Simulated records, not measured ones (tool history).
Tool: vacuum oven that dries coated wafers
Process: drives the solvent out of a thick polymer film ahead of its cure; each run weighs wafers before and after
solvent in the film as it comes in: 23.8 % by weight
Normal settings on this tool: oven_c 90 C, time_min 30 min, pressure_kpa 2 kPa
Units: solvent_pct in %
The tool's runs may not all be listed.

Run 1, hour 0: usual settings. Result: solvent_pct 4.77 %.
Run 2, hour 99.4: usual settings but time_min 25 min. Result: solvent_pct 5.79 %.
Run 3, hour 211.6: usual settings but pressure_kpa 2.27 kPa. Result: solvent_pct 4.95 %.
Run 4, hour 337.4: usual settings but pressure_kpa 2.27 kPa. Result: solvent_pct 4.95 %.
Run 5, hour 434.6: usual settings but pressure_kpa 2.27 kPa. Result: solvent_pct 4.89 %.
Run 6, hour 555.4: usual settings but pressure_kpa 2.27 kPa. Result: solvent_pct 4.89 %.
Run 7, hour 681.1: usual settings but oven_c 84 C. Result: solvent_pct 6.33 %.
Run 8, hour 769: usual settings but oven_c 84 C. Result: solvent_pct 6.39 %.
Run 9, hour 854.1: usual settings. Result: solvent_pct 4.68 %.
Run 10, hour 938.2: usual settings but time_min 19 min. Result: solvent_pct 7.4 %.
Run 11, hour 1057.9: usual settings but time_min 19 min. Result: solvent_pct 7.3 %.
Run 12, hour 1146.7: usual settings but time_min 19 min. Result: solvent_pct 7.35 %.
Run 13, hour 1223: usual settings but time_min 19 min. Result: solvent_pct 7.27 %.
At hour 1304.2: oven's thermocouples calibrated.
Run 14, hour 1332.2: usual settings but time_min 19 min. Result: solvent_pct 6.54 %.
Run 15, hour 1404.7: usual settings but time_min 19 min. Result: solvent_pct 6.53 %.
Run 16, hour 1497.7: usual settings. Result: solvent_pct 4 %.
At hour 1553.9: oven's thermocouples calibrated, once more.
Run 17, hour 1594.8: usual settings. Result: solvent_pct 5.87 %.
Run 18, hour 1715.3: usual settings. Result: solvent_pct 5.82 %.
Run 19, hour 1829.8: usual settings. Result: solvent_pct 5.88 %.
Run 20, hour 1921.2: usual settings but pressure_kpa 1.6 kPa. Result: solvent_pct 5.46 %.
Run 21, hour 1982.9: usual settings but pressure_kpa 1.6 kPa. Result: solvent_pct 5.52 %.
Run 22, hour 2072.6: usual settings but pressure_kpa 1.6 kPa. Result: solvent_pct 5.47 %.
Run 23, hour 2148.2: usual settings but pressure_kpa 1.6 kPa. Result: solvent_pct 5.4 %.
Run 24, hour 2235.9: usual settings but pressure_kpa 1.6 kPa. Result: solvent_pct 5.49 %.
Run 25, hour 2337.3: usual settings but pressure_kpa 1.6 kPa. Result: solvent_pct 5.45 %.
Run 26, hour 2438.9: usual settings but oven_c 76 C, time_min 28 min, pressure_kpa 1.08 kPa. Result: solvent_pct 9.73 %.
Run 27, hour 2519: usual settings but time_min 42 min, pressure_kpa 1.14 kPa. Result: solvent_pct 3.45 %.
Run 28, hour 2584.2: usual settings but oven_c 84 C, pressure_kpa 4.82 kPa. Result: solvent_pct 10.2 %.
Run 29, hour 2691.4: usual settings but oven_c 84 C, time_min 31 min, pressure_kpa 2.73 kPa. Result: solvent_pct 8.07 %.
Run 30, hour 2795.8: usual settings but oven_c 103 C, time_min 16 min. Result: solvent_pct 5.82 %.
Run 31, hour 2905.1: usual settings but oven_c 76 C, time_min 16 min, pressure_kpa 1.22 kPa. Result: solvent_pct 13.23 %.
Run 32, hour 3030.3: usual settings but oven_c 76 C, time_min 16 min, pressure_kpa 1.22 kPa. Result: solvent_pct 13.16 %.
Run 33, hour 3100.4: usual settings but oven_c 104 C, time_min 21 min, pressure_kpa 2.23 kPa. Result: solvent_pct 4.12 %.
Run 34, hour 3195.7: usual settings but oven_c 99 C, time_min 20 min, pressure_kpa 6.62 kPa. Result: solvent_pct 8 %.
Run 35, hour 3305.4: usual settings but oven_c 99 C, time_min 20 min, pressure_kpa 6.62 kPa. Result: solvent_pct 7.98 %.
Run 36, hour 3394.1: usual settings but oven_c 85 C, time_min 45 min, pressure_kpa 6.62 kPa. Result: solvent_pct 9.66 %.
At hour 3452: vacuum gauge cleaned of residue and calibrated.
Run 37, hour 3512.7: usual settings but oven_c 85 C, time_min 22 min, pressure_kpa 4.13 kPa. Result: solvent_pct 9.95 %.
Run 38, hour 3619.3: usual settings but oven_c 85 C, time_min 22 min, pressure_kpa 4.13 kPa. Result: solvent_pct 9.97 %.
Run 39, hour 3681.9: usual settings but oven_c 104 C, time_min 28 min, pressure_kpa 7.58 kPa. Result: solvent_pct 5.14 %.
Run 40, hour 3787: usual settings but oven_c 94 C, time_min 28 min, pressure_kpa 2.85 kPa. Result: solvent_pct 4.86 %.
Run 41, hour 3862.9: usual settings but oven_c 94 C, time_min 28 min, pressure_kpa 2.85 kPa. Result: solvent_pct 4.85 %.
Run 42, hour 3939.3: usual settings but pressure_kpa 2.85 kPa. Result: solvent_pct 5.5 %.
Run 43, hour 4046.3: usual settings but oven_c 96 C, time_min 43 min, pressure_kpa 2.91 kPa. Result: solvent_pct 2.86 %.
Run 44, hour 4146.7: usual settings but oven_c 96 C, time_min 43 min, pressure_kpa 2.91 kPa. Result: solvent_pct 2.86 %.
Run 45, hour 4271.9: usual settings but oven_c 81 C, time_min 53 min. Result: solvent_pct 4.46 %.
Run 46, hour 4334.8: usual settings but oven_c 81 C, time_min 53 min. Result: solvent_pct 4.52 %.

Alternative continuations, all from the tool just after run 46; predict every row:
Run A, hour 4393.8: usual settings but oven_c 80 C, time_min 20 min. Result: solvent_pct ?.
Run B, hour 4393.8: usual settings but oven_c 86 C, time_min 19 min, pressure_kpa 1.37 kPa. Result: solvent_pct ?.
Run C, hour 4393.8: usual settings but oven_c 99 C. Result: solvent_pct ?.
Run D, hour 4393.8: usual settings but oven_c 86 C, time_min 28 min, pressure_kpa 1 kPa. Result: solvent_pct ?.
Run E, hour 4393.8: usual settings but oven_c 81 C, time_min 26 min. Result: solvent_pct ?.

run  solvent_pct
  A        10.32
  B         8.29
  C         2.86
  D         5.53
  E         8.44
With the hidden condition removed and each run's random variation left untouched, the same runs would have given:
run  solvent_pct
  A        10.88
  B         8.84
  C         3.18
  D         6.02
  E         9.02

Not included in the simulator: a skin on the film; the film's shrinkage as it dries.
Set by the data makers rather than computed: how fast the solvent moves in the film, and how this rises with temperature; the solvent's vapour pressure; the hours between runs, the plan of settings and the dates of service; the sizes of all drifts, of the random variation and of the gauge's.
